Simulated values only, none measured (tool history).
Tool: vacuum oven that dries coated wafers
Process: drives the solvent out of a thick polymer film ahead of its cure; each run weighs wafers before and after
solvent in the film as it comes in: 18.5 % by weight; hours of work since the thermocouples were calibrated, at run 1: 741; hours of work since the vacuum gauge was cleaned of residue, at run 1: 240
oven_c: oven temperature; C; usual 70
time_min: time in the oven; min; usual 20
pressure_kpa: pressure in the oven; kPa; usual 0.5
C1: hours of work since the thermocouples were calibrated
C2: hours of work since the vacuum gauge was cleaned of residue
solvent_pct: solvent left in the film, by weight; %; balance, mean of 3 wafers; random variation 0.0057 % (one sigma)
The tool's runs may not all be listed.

{"run": 1, "day": 0.0, "oven_c": 70, "time_min": 20, "pressure_kpa": 0.5, "C1": 741, "C2": 240, "solvent_pct": 0.612}
{"run": 2, "day": 0.738, "oven_c": 70, "time_min": 17, "pressure_kpa": 0.5, "C1": 750, "C2": 249, "solvent_pct": 0.923}
{"run": 3, "day": 1.154, "oven_c": 70, "time_min": 17, "pressure_kpa": 0.5, "C1": 755, "C2": 254, "solvent_pct": 0.924}
{"run": 4, "day": 1.771, "oven_c": 70, "time_min": 17, "pressure_kpa": 0.5, "C1": 763, "C2": 262, "solvent_pct": 0.929}
{"run": 5, "day": 2.542, "oven_c": 70, "time_min": 20, "pressure_kpa": 0.5, "C1": 772, "C2": 271, "solvent_pct": 0.611}
{"run": 6, "day": 3.121, "oven_c": 70, "time_min": 20, "pressure_kpa": 0.5, "C1": 780, "C2": 278, "solvent_pct": 0.612}
{"run": 7, "day": 3.617, "oven_c": 70, "time_min": 20, "pressure_kpa": 0.5, "C1": 786, "C2": 285, "solvent_pct": 0.608}
{"run": 8, "day": 4.121, "oven_c": 70, "time_min": 20, "pressure_kpa": 0.5, "C1": 792, "C2": 291, "solvent_pct": 0.617}
{"run": 9, "day": 4.625, "oven_c": 70, "time_min": 20, "pressure_kpa": 0.5, "C1": 798, "C2": 297, "solvent_pct": 0.614}
{"run": 10, "day": 5.254, "oven_c": 70, "time_min": 20, "pressure_kpa": 0.5, "C1": 806, "C2": 305, "solvent_pct": 0.605}
{"run": 11, "day": 5.6, "oven_c": 70, "time_min": 20, "pressure_kpa": 0.5, "C1": 810, "C2": 309, "solvent_pct": 0.613}
{"run": 12, "day": 6.192, "oven_c": 70, "time_min": 20, "pressure_kpa": 0.5, "C1": 818, "C2": 317, "solvent_pct": 0.6}
{"run": 13, "day": 6.825, "oven_c": 70, "time_min": 20, "pressure_kpa": 0.5, "C1": 826, "C2": 324, "solvent_pct": 0.618}
{"run": 14, "day": 7.617, "oven_c": 70, "time_min": 20, "pressure_kpa": 0.5, "C1": 835, "C2": 334, "solvent_pct": 0.613}
{"run": 15, "day": 8.246, "oven_c": 70, "time_min": 20, "pressure_kpa": 0.5, "C1": 843, "C2": 342, "solvent_pct": 0.614}
{"run": 16, "day": 8.721, "oven_c": 70, "time_min": 20, "pressure_kpa": 0.5, "C1": 849, "C2": 348, "solvent_pct": 0.607}
{"run": 17, "day": 9.417, "oven_c": 70, "time_min": 20, "pressure_kpa": 0.5, "C1": 858, "C2": 357, "solvent_pct": 0.613}
{"run": 18, "day": 10.075, "oven_c": 70, "time_min": 20, "pressure_kpa": 0.5, "C1": 866, "C2": 365, "solvent_pct": 0.613}
{"run": 19, "day": 10.767, "oven_c": 70, "time_min": 20, "pressure_kpa": 0.5, "C1": 875, "C2": 373, "solvent_pct": 0.605}
{"run": 20, "day": 11.525, "oven_c": 81, "time_min": 20, "pressure_kpa": 0.5, "C1": 884, "C2": 383, "solvent_pct": 0.137}
{"run": 21, "day": 11.933, "oven_c": 81, "time_min": 20, "pressure_kpa": 0.5, "C1": 889, "C2": 388, "solvent_pct": 0.135}
{"run": 22, "day": 12.333, "oven_c": 81, "time_min": 20, "pressure_kpa": 0.5, "C1": 894, "C2": 393, "solvent_pct": 0.133}
{"run": 23, "day": 12.85, "oven_c": 85, "time_min": 17, "pressure_kpa": 1.207, "C1": 900, "C2": 399, "solvent_pct": 0.217}
{"run": 24, "day": 13.65, "oven_c": 85, "time_min": 17, "pressure_kpa": 1.207, "C1": 910, "C2": 409, "solvent_pct": 0.219}
{"run": 25, "day": 14.038, "oven_c": 81, "time_min": 31, "pressure_kpa": 0.536, "C1": 915, "C2": 414, "solvent_pct": 0.122}
{"run": 26, "day": 14.517, "oven_c": 58, "time_min": 31, "pressure_kpa": 0.536, "C1": 921, "C2": 420, "solvent_pct": 1.188}
{"run": 27, "day": 15.225, "oven_c": 74, "time_min": 27, "pressure_kpa": 0.914, "C1": 930, "C2": 429, "solvent_pct": 0.278}
{"run": 28, "day": 15.954, "oven_c": 67, "time_min": 17, "pressure_kpa": 1.315, "C1": 939, "C2": 438, "solvent_pct": 1.585}
{"run": 29, "day": 16.404, "oven_c": 67, "time_min": 17, "pressure_kpa": 1.315, "C1": 945, "C2": 443, "solvent_pct": 1.581}
{"run": 30, "day": 16.892, "oven_c": 64, "time_min": 10, "pressure_kpa": 0.555, "C1": 951, "C2": 449, "solvent_pct": 4.374}
{"run": 31, "day": 17.242, "oven_c": 64, "time_min": 10, "pressure_kpa": 0.555, "C1": 955, "C2": 454, "solvent_pct": 4.373}
{"run": 32, "day": 17.971, "oven_c": 67, "time_min": 29, "pressure_kpa": 0.5, "C1": 964, "C2": 463, "solvent_pct": 0.393}
{"run": 33, "day": 18.504, "oven_c": 67, "time_min": 29, "pressure_kpa": 0.5, "C1": 971, "C2": 469, "solvent_pct": 0.385}

Forecast each of these 4 alternatives for the next run:
{"run": "A", "day": 19.146, "oven_c": 83, "time_min": 14, "pressure_kpa": 0.257, "C1": 979, "C2": 477, "solvent_pct": "?"}
{"run": "B", "day": 19.146, "oven_c": 60, "time_min": 20, "pressure_kpa": 0.287, "C1": 979, "C2": 477, "solvent_pct": "?"}
{"run": "C", "day": 19.146, "oven_c": 82, "time_min": 16, "pressure_kpa": 0.412, "C1": 979, "C2": 477, "solvent_pct": "?"}
{"run": "D", "day": 19.146, "oven_c": 56, "time_min": 35, "pressure_kpa": 1.289, "C1": 979, "C2": 477, "solvent_pct": "?"}

run=A solvent_pct=0.186
run=B solvent_pct=2.119
run=C solvent_pct=0.157
run=D solvent_pct=1.55
Without the tool's hidden state the same runs would have given:
run=A solvent_pct=0.215
run=B solvent_pct=2.427
run=C solvent_pct=0.173
run=D solvent_pct=1.751
